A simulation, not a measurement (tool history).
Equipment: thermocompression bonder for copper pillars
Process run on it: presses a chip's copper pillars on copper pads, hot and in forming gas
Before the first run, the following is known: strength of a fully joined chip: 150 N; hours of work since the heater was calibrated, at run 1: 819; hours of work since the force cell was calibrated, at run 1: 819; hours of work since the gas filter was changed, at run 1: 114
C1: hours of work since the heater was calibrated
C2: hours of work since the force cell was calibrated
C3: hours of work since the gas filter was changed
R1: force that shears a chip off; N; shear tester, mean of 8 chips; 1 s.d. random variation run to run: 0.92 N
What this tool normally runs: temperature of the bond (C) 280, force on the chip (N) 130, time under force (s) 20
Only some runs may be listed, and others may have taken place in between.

run 1 day=0.000 | temperature_of_the_bond_(C)=280 force_on_the_chip_(N)=130 time_under_force_(s)=20 | C1=819 C2=819 C3=114 | R1=77.6
run 2 day=0.583 | temperature_of_the_bond_(C)=280 force_on_the_chip_(N)=130 time_under_force_(s)=20 | C1=829 C2=829 C3=124 | R1=77.8
run 3 day=1.329 | temperature_of_the_bond_(C)=286 force_on_the_chip_(N)=130 time_under_force_(s)=20 | C1=843 C2=843 C3=138 | R1=84.1
run 4 day=2.446 | temperature_of_the_bond_(C)=280 force_on_the_chip_(N)=117 time_under_force_(s)=20 | C1=863 C2=863 C3=158 | R1=71.2
-- day=2.821 forming gas filter changed
run 5 day=3.188 | temperature_of_the_bond_(C)=251 force_on_the_chip_(N)=130 time_under_force_(s)=20 | C1=876 C2=876 C3=7 | R1=50.0
run 6 day=4.458 | temperature_of_the_bond_(C)=251 force_on_the_chip_(N)=130 time_under_force_(s)=20 | C1=898 C2=898 C3=30 | R1=50.2
run 7 day=5.167 | temperature_of_the_bond_(C)=251 force_on_the_chip_(N)=130 time_under_force_(s)=20 | C1=911 C2=911 C3=42 | R1=48.1
run 8 day=6.221 | temperature_of_the_bond_(C)=251 force_on_the_chip_(N)=130 time_under_force_(s)=20 | C1=930 C2=930 C3=61 | R1=50.2
run 9 day=7.333 | temperature_of_the_bond_(C)=251 force_on_the_chip_(N)=130 time_under_force_(s)=20 | C1=950 C2=950 C3=81 | R1=49.5
run 10 day=8.571 | temperature_of_the_bond_(C)=251 force_on_the_chip_(N)=130 time_under_force_(s)=20 | C1=972 C2=972 C3=104 | R1=51.9
run 11 day=9.862 | temperature_of_the_bond_(C)=271 force_on_the_chip_(N)=130 time_under_force_(s)=20 | C1=996 C2=996 C3=127 | R1=68.3
run 12 day=10.467 | temperature_of_the_bond_(C)=271 force_on_the_chip_(N)=130 time_under_force_(s)=20 | C1=1007 C2=1007 C3=138 | R1=69.5
run 13 day=11.708 | temperature_of_the_bond_(C)=271 force_on_the_chip_(N)=130 time_under_force_(s)=20 | C1=1029 C2=1029 C3=160 | R1=68.7
-- day=11.975 forming gas filter changed
run 14 day=13.025 | temperature_of_the_bond_(C)=271 force_on_the_chip_(N)=130 time_under_force_(s)=20 | C1=1052 C2=1052 C3=19 | R1=67.4
run 15 day=13.612 | temperature_of_the_bond_(C)=283 force_on_the_chip_(N)=130 time_under_force_(s)=20 | C1=1063 C2=1063 C3=30 | R1=79.7
run 16 day=14.171 | temperature_of_the_bond_(C)=283 force_on_the_chip_(N)=130 time_under_force_(s)=20 | C1=1073 C2=1073 C3=40 | R1=81.0
run 17 day=15.454 | temperature_of_the_bond_(C)=283 force_on_the_chip_(N)=130 time_under_force_(s)=20 | C1=1096 C2=1096 C3=63 | R1=80.4

Expected results for the next run?
run 18 day=16.512 | temperature_of_the_bond_(C)=270 force_on_the_chip_(N)=137 time_under_force_(s)=18 | C1=1115 C2=1115 C3=82 | R1=?

R1: 68.2 N
Take away the tool's hidden state, keep the run-to-run variation as it was, and the same run would have given R1 68.5 N.

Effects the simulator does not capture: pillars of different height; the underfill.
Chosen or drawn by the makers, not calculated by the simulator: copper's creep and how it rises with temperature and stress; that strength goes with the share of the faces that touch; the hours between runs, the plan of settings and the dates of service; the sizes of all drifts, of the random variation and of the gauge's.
